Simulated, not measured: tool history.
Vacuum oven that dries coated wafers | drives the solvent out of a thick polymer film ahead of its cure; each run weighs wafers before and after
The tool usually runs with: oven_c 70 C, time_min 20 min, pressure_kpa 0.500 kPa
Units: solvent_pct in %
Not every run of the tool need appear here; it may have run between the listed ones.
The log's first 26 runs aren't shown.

run	hour	oven_c	time_min	pressure_kpa	hours of work since the thermocouples were calibrated	hours of work since the vacuum gauge was cleaned of residue	solvent_pct
# hour 1754.2: vacuum gauge cleaned of residue and calibrated
27	1794.8	70	20	0.988	987	19	1.74
28	1884.9	58	20	0.251	1029	60	4.08
29	1975.8	69	20	1.730	1070	102	2.58
30	2034.1	70	32	0.354	1097	129	0.68
31	2077.0	70	32	0.354	1117	148	0.64
32	2162.3	58	10	0.568	1156	188	7.12
33	2233.1	58	10	0.568	1189	220	7.10
34	2301.4	78	35	0.568	1220	252	0.54
# hour 2307.9: vacuum gauge cleaned of residue and calibrated, once more
# hour 2328.3: oven's thermocouples calibrated
35	2398.5	78	35	0.568	32	41	0.41
36	2480.5	63	28	0.500	70	78	1.72
37	2521.5	63	28	0.500	89	97	1.73
38	2588.4	70	17	1.474	120	128	2.44
39	2633.4	59	27	0.256	140	149	2.59
40	2693.7	71	18	1.404	168	176	2.03

Expected results for the next run?
41	2777.5	71	18	1.404	206	215	?

Run 41 yielded solvent_pct 2.04 %.
If the tool had no hidden condition, the same run with the same run-to-run variation would have returned solvent_pct 2.06 %.
